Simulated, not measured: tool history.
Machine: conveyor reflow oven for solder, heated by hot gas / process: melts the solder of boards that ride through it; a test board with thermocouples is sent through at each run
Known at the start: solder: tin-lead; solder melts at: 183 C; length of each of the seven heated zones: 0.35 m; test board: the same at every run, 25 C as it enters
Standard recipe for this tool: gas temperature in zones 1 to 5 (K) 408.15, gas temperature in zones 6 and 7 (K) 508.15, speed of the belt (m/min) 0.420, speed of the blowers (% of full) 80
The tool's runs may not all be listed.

run,hour,gas temperature in zones 1 to 5 (K),gas temperature in zones 6 and 7 (K),speed of the belt (m/min),speed of the blowers (% of full),highest temperature of the board (K),time above the solder's melting point (s)
1,0.0,408.15,508.15,0.420,80,495.15,78.9
2,24.8,397.15,508.15,0.420,80,492.45,72.4
3,42.9,397.15,508.15,0.420,80,493.35,72.0
4,69.5,408.15,508.15,0.420,80,494.25,77.8
5,95.0,393.15,508.15,0.420,80,492.75,71.1
6,130.5,393.15,508.15,0.420,80,492.75,70.8
7,155.5,393.15,508.15,0.420,80,493.45,72.7
8,186.9,408.15,508.15,0.420,80,494.95,78.4
# hour 211.5: thermocouples of zones 6 and 7 changed
9,221.2,394.15,508.15,0.420,80,493.05,70.3
10,253.3,394.15,508.15,0.420,80,492.95,70.7
11,281.4,394.15,508.15,0.420,80,493.05,70.5
12,298.2,408.15,515.15,0.420,80,501.75,83.4
13,320.4,408.15,515.15,0.420,80,501.55,83.2
14,349.7,408.15,515.15,0.420,88,502.45,83.9
15,374.1,408.15,508.15,0.458,80,492.45,68.6
16,398.1,408.15,508.15,0.458,80,492.25,68.7
17,421.1,411.15,517.15,0.372,67,502.85,97.7
18,456.8,411.15,517.15,0.372,67,504.05,98.0
19,495.4,419.15,508.15,0.474,80,492.35,72.4
20,533.4,397.15,507.15,0.451,80,490.75,64.6
21,553.7,408.15,508.15,0.452,54,484.65,59.5

Predict the results of run 22:
22,581.8,408.15,517.15,0.462,68,?,?

highest temperature of the board (K): 496.25
time above the solder's melting point (s): 71.1
With no hidden state in the tool, this same run would have given highest temperature of the board (K) 496.45, time above the solder's melting point (s) 71.3.

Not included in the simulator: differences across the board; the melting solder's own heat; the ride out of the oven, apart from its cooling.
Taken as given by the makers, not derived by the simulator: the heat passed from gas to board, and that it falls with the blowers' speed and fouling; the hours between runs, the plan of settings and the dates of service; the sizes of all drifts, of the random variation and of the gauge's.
